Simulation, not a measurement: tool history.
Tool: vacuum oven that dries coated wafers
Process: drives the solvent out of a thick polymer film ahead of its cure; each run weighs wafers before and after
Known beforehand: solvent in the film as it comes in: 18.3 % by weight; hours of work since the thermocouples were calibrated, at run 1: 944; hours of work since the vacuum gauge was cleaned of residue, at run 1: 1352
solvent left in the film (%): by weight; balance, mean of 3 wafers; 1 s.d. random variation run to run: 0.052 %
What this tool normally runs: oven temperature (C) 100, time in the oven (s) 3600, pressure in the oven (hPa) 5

run	day	oven temperature (C)	time in the oven (s)	pressure in the oven (hPa)	hours of work since the thermocouples were calibrated	hours of work since the vacuum gauge was cleaned of residue	solvent left in the film (%)
1	0	100	3600	5	944	1352	2.1
2	1.971	100	3600	5	980	1388	2.21
3	3.338	100	3600	13.6	1005	1413	3.42
4	4.883	100	5340	13.6	1033	1441	2.91
5	6.7	100	5340	13.6	1066	1475	2.89
6	7.817	100	5340	13.6	1087	1495	2.99
7	9.579	100	5340	13.6	1119	1527	3
8	10.604	89	5220	4.4	1138	1546	4.03
9	11.596	100	2760	4.74	1156	1564	2.86
10	13.112	95	6300	15.27	1184	1592	4.12
11	15.033	97	2040	5.37	1219	1627	5.23

Branching from run 11: 5 alternative next runs. What would each branch give?
A	16.912	111	3540	6.29	1254	1662	?
B	16.912	89	2280	19.16	1254	1662	?
C	16.912	100	2340	3.01	1254	1662	?
D	16.912	92	2280	5.37	1254	1662	?
E	16.912	100	2820	5	1254	1662	?

run	solvent left in the film (%)
A	1.25
B	10.06
C	3.32
D	6.88
E	2.96
With no hidden state in the tool, these same runs would have given:
run	solvent left in the film (%)
A	0.6
B	8.71
C	2.19
D	5.55
E	1.87
